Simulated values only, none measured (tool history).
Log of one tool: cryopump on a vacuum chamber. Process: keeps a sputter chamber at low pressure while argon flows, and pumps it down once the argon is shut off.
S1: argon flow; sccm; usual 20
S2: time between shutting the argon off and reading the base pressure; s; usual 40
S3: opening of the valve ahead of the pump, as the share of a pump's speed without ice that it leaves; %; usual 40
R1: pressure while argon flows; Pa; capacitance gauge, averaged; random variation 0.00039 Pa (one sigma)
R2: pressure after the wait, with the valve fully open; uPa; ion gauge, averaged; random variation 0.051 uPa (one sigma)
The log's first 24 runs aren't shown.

run   hour  S1   S2  S3      R1    R2
 25  456.0  20   35  20  0.1796  3.70
 26  473.1  35   35  31  0.2065  3.70
 27  490.6  26   43  40  0.1206  3.10
 28  515.7  10   57  25  0.0724  2.54
 29  527.0  10  247  39  0.0474  1.04
 30  548.1  10  247  39  0.0475  1.07
 31  560.7  10  247  39  0.0475  1.10
 32  576.7  19  228  31  0.1117  1.20
 33  601.3  19   70  17  0.2001  2.32

Forecast each of these 3 alternatives for the next run:
  A  620.0  12  70  17   ?   ?
  B  620.0  20  40  44   ?   ?
  C  620.0  36  40  40   ?   ?

run      R1    R2
  A  0.1275  2.33
  B  0.0846  3.67
  C  0.1671  3.63
Without the tool's hidden state the same runs would have given:
run      R1    R2
  A  0.1239  1.87
  B  0.0787  3.19
  C  0.1565  3.15
